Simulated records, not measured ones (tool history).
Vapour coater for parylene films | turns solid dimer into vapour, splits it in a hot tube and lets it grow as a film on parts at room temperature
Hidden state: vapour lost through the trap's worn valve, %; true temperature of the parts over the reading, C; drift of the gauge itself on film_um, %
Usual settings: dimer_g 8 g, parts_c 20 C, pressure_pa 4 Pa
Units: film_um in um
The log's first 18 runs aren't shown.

| run | hour | dimer_g | parts_c | pressure_pa | hours of work since the trap's valve was overhauled | hours of work since the table's thermometer was calibrated | film_um |
|---|---|---|---|---|---|---|---|
| 19 | 245.9 | 9 | 28 | 4 | 328 | 502 | 5.05 |
| 20 | 254.2 | 9 | 28 | 4 | 335 | 508 | 5.01 |
| 21 | 264.8 | 9 | 28 | 4 | 343 | 516 | 5.04 |
| 22 | 276.3 | 9 | 28 | 4 | 352 | 525 | 5.05 |
| 23 | 293.5 | 9 | 28 | 3.46 | 365 | 539 | 5.07 |
|  | 301.3 | trap's valve overhauled |
| 24 | 307.2 | 8 | 20 | 2.34 | 5 | 547 | 7.1 |
| 25 | 315.2 | 12 | 20 | 6.3 | 11 | 553 | 10.02 |
| 26 | 329.9 | 12 | 20 | 6.3 | 22 | 564 | 9.88 |
| 27 | 347.8 | 12 | 20 | 6.3 | 36 | 578 | 10.04 |
| 28 | 357 | 12 | 20 | 6.3 | 44 | 585 | 9.85 |

Run 29 comes next. What will it give?
| 29 | 375.7 | 12 | 20 | 6.3 | 58 | 600 | ? |

film_um: 9.97 um
Without the tool's hidden state the same run would have given film_um 9.91 um.

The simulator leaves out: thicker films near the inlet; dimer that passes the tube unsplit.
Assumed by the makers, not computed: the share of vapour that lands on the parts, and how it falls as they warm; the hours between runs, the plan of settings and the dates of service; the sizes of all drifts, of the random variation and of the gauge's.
